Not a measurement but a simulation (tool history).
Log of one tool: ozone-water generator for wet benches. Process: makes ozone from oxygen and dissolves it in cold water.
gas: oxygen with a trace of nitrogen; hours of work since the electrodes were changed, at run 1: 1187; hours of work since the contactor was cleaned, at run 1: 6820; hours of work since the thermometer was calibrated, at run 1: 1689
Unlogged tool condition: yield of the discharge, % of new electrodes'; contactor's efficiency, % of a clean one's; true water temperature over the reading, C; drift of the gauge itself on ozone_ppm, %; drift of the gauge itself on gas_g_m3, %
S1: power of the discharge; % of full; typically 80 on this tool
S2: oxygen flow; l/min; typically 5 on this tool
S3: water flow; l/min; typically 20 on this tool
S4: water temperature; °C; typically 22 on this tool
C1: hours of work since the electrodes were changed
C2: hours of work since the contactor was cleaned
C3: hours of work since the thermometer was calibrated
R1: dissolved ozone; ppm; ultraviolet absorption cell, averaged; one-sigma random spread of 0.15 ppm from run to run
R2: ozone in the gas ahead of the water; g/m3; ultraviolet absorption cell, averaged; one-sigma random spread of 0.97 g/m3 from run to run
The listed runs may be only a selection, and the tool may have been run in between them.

run,hour,S1,S2,S3,S4,C1,C2,C3,R1,R2
1,0,80,5,20,22,1187,6820,1689,18.2,164.1
2,74.9,80,5,20,22,1245,6878,1748,18.3,165.2
3,142,45,5,20,22,1298,6931,1800,12,106.9
4,178,45,5,20,22,1326,6959,1829,11.8,107.7
5,228.6,45,5,14,22,1366,6999,1868,14.9,106.4
6,271.2,45,3.43,14,22,1399,7032,1902,14.4,123
7,333.9,45,3.43,14,22,1449,7082,1951,14.6,121.9
# hour 343.5: contactor cleaned
8,383,80,5,27,22,1484,31,1986,14.6,162.4
9,414.3,80,8.21,20,22,1509,55,2011,19.3,135
10,455.7,80,5,20,22,1541,88,2043,18.5,163.6
11,522.1,80,5,20,22,1593,140,2096,18.3,161.3
12,563.4,80,5,20,17,1626,173,2128,19.3,160.9
13,632.2,80,5,20,17,1680,227,2182,19.8,161.1
# hour 656.7: gauge calibrated
14,674.4,80,5,20,22,1713,260,2215,18.1,166.5
15,712.6,80,5,20,22,1743,290,2245,18.4,165.1
16,758.5,80,4.32,20,22,1779,326,2281,17.7,172.7
17,813.6,54,5,20,22,1822,369,2324,13.8,122.4
18,867.8,54,5,20,22,1864,411,2367,13.7,122.5
19,929.1,78,5,20,27,1913,459,2415,16.6,159
20,967.1,78,5,20,27,1942,489,2445,16.5,160.9
21,1009.4,78,7.03,20,16,1976,522,2478,20.7,138.5
22,1056.6,43,2.73,25,16,2013,560,2515,8.5,127.5
23,1106.7,43,5,20,19,2052,599,2554,12.2,102
24,1152.8,43,5,14,19,2088,635,2590,15.1,102.4
25,1193.2,43,5,14,17,2120,667,2622,15.6,102.3
26,1247.5,74,2.94,18,28,2162,709,2665,15.6,186.6
27,1308.4,67,3.43,27,14,2210,757,2712,12.3,163.7
28,1339.9,66,5,20,22,2235,782,2737,15.8,140.7
29,1379.1,80,5,20,17,2266,813,2768,19.8,161.3
30,1438.3,80,5,20,17,2312,859,2814,19.6,159
31,1513.3,80,5,20,17,2371,918,2873,19.6,158
32,1549.7,91,8.4,21,17,2399,946,2902,22.7,144.5
33,1586.8,91,4.03,19,17,2429,976,2931,21.4,190.1

Some steps in R2 between neighbouring runs. How much of each would the tool show without its hidden state too (settings, what came in, random variation), and how much is left for the hidden state, with any gauge scatter that isn't in both results?
Run 2 -> 3: S1 80 -> 45. R2 -58.3 g/m3: hidden state -0.2, all else -58.1.
Run 13 -> 14: S4 17 -> 22, gauge calibrated. R2 +5.4 g/m3: hidden state +4.6, all else +0.8.
Run 16 -> 17: S1 80 -> 54, S2 4.32 -> 5. R2 -50.3 g/m3: hidden state +0, all else -50.3.
Run 25 -> 26: S1 43 -> 74, S2 5 -> 2.94, S3 14 -> 18, S4 17 -> 28. R2 +84.3 g/m3: hidden state -2.7, all else +87.
Run 32 -> 33: S2 8.4 -> 4.03, S3 21 -> 19. R2 +45.6 g/m3: hidden state -2.3, all else +47.9.

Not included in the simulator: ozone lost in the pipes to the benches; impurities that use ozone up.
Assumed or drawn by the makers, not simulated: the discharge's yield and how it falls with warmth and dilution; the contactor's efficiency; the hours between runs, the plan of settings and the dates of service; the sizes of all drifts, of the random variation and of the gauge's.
